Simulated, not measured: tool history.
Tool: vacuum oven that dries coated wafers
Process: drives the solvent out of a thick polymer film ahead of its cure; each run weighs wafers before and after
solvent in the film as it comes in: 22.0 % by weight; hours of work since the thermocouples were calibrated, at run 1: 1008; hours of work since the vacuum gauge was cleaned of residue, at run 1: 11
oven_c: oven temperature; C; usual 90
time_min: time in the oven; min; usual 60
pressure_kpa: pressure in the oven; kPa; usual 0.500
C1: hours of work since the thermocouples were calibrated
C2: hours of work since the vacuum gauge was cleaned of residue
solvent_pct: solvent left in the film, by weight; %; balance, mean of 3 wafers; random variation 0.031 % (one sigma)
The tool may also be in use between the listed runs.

{"run": 1, "hour": 0.0, "oven_c": 90, "time_min": 60, "pressure_kpa": 0.5, "C1": 1008, "C2": 11, "solvent_pct": 2.84}
{"run": 2, "hour": 10.5, "oven_c": 100, "time_min": 60, "pressure_kpa": 0.5, "C1": 1015, "C2": 17, "solvent_pct": 0.82}
{"run": 3, "hour": 21.1, "oven_c": 100, "time_min": 60, "pressure_kpa": 0.5, "C1": 1021, "C2": 24, "solvent_pct": 0.8}
{"run": 4, "hour": 29.6, "oven_c": 100, "time_min": 60, "pressure_kpa": 0.5, "C1": 1026, "C2": 29, "solvent_pct": 0.86}
{"run": 5, "hour": 39.0, "oven_c": 100, "time_min": 60, "pressure_kpa": 0.5, "C1": 1032, "C2": 35, "solvent_pct": 0.82}
{"run": 6, "hour": 49.7, "oven_c": 100, "time_min": 60, "pressure_kpa": 0.5, "C1": 1039, "C2": 41, "solvent_pct": 0.83}
{"run": 7, "hour": 59.2, "oven_c": 90, "time_min": 60, "pressure_kpa": 0.5, "C1": 1044, "C2": 47, "solvent_pct": 2.88}
{"run": 8, "hour": 73.0, "oven_c": 90, "time_min": 60, "pressure_kpa": 0.5, "C1": 1053, "C2": 55, "solvent_pct": 2.79}
{"run": 9, "hour": 80.2, "oven_c": 90, "time_min": 60, "pressure_kpa": 0.522, "C1": 1057, "C2": 60, "solvent_pct": 2.86}
{"run": 10, "hour": 91.3, "oven_c": 90, "time_min": 60, "pressure_kpa": 0.5, "C1": 1064, "C2": 66, "solvent_pct": 2.88}
{"run": 11, "hour": 102.5, "oven_c": 90, "time_min": 38, "pressure_kpa": 0.947, "C1": 1070, "C2": 73, "solvent_pct": 5.66}
{"run": 12, "hour": 110.0, "oven_c": 90, "time_min": 38, "pressure_kpa": 0.947, "C1": 1075, "C2": 78, "solvent_pct": 5.65}
{"run": 13, "hour": 117.2, "oven_c": 90, "time_min": 38, "pressure_kpa": 0.947, "C1": 1079, "C2": 82, "solvent_pct": 5.68}
{"hour": 119.9, "done": "oven's thermocouples calibrated"}
{"run": 14, "hour": 128.0, "oven_c": 90, "time_min": 38, "pressure_kpa": 0.947, "C1": 5, "C2": 87, "solvent_pct": 5.22}
{"run": 15, "hour": 139.0, "oven_c": 90, "time_min": 38, "pressure_kpa": 0.947, "C1": 12, "C2": 94, "solvent_pct": 5.25}
{"run": 16, "hour": 149.3, "oven_c": 84, "time_min": 38, "pressure_kpa": 0.947, "C1": 18, "C2": 100, "solvent_pct": 7.5}
{"run": 17, "hour": 155.1, "oven_c": 84, "time_min": 74, "pressure_kpa": 1.188, "C1": 21, "C2": 104, "solvent_pct": 3.75}
{"run": 18, "hour": 162.9, "oven_c": 84, "time_min": 74, "pressure_kpa": 1.188, "C1": 26, "C2": 108, "solvent_pct": 3.8}
{"run": 19, "hour": 170.4, "oven_c": 93, "time_min": 60, "pressure_kpa": 0.5, "C1": 30, "C2": 113, "solvent_pct": 1.79}
{"hour": 176.1, "done": "oven's thermocouples calibrated, once more"}
{"run": 20, "hour": 180.6, "oven_c": 93, "time_min": 90, "pressure_kpa": 1.568, "C1": 3, "C2": 118, "solvent_pct": 1.77}

3 ways to go on from here, each from the tool as it stands after run 20. What would each give?
{"run": "A", "hour": 192.7, "oven_c": 78, "time_min": 66, "pressure_kpa": 0.543, "C1": 10, "C2": 125, "solvent_pct": "?"}
{"run": "B", "hour": 192.7, "oven_c": 90, "time_min": 60, "pressure_kpa": 0.312, "C1": 10, "C2": 125, "solvent_pct": "?"}
{"run": "C", "hour": 192.7, "oven_c": 90, "time_min": 35, "pressure_kpa": 0.298, "C1": 10, "C2": 125, "solvent_pct": "?"}

run=A solvent_pct=7.43
run=B solvent_pct=3.27
run=C solvent_pct=6.60
Without the tool's hidden state the same runs would have given:
run=A solvent_pct=7.37
run=B solvent_pct=3.22
run=C solvent_pct=6.56
